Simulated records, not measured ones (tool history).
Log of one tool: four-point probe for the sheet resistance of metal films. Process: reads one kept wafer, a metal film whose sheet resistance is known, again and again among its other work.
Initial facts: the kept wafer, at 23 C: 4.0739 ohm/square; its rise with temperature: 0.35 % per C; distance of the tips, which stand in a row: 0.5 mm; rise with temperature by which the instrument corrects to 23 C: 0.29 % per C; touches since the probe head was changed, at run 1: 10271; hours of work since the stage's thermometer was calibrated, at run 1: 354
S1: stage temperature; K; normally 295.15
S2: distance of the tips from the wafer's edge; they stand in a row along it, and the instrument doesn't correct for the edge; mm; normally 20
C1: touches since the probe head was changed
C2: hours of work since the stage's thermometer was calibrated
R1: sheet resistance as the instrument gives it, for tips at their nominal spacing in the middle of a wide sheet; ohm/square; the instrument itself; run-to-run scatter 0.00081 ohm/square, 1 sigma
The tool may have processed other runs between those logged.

run     day      S1  S2     C1   C2        R1
  1   0.000  295.15  20  10271  354  4.069932
  2   1.371  295.15  11  10834  377  4.074260
  3   2.321  295.15  11  11225  393  4.073907
  4   3.779  295.15  11  11822  417  4.074975
  5   5.175  295.15  11  12395  441  4.074317
  6   6.050  295.15  20  12755  456  4.072638
  7   7.029  295.15  20  13157  472  4.071181
  8   8.638  295.15  20  13818  499  4.071915
  9   9.633  295.15  13  14227  516  4.074654
      9.788  -- stage's thermometer calibrated
 10  10.983  295.15  13  14773   20  4.074938
 11  12.312  305.15   4  15318   43  4.127456
     12.483  -- stage's thermometer calibrated, once more
 12  13.517  305.15   4  15805   17  4.128558
 13  14.775  304.15   6  16321   39  4.108066
 14  15.788  304.15   6  16737   56  4.106866
 15  16.642  293.15  35  17088   70  4.066514
 16  17.412  306.15   4  17405   83  4.130784
 17  19.071  308.15  16  18086  111  4.103008
 18  20.362  308.15  16  18616  133  4.103817

Below are 4 alternative next runs, each starting from the tool's condition after run 18. Predict each:
  A  21.858  298.15   9  19230  158   ?
  B  21.858  304.15   8  19230  158   ?
  C  21.858  292.15  20  19230  158   ?
  D  21.858  299.15   7  19230  158   ?

run        R1
  A  4.085322
  B  4.101628
  C  4.065861
  D  4.091766
The same runs, with their run-to-run variation unchanged, on a tool lacking any hidden condition would have given:
run        R1
  A  4.085258
  B  4.101555
  C  4.065805
  D  4.091700
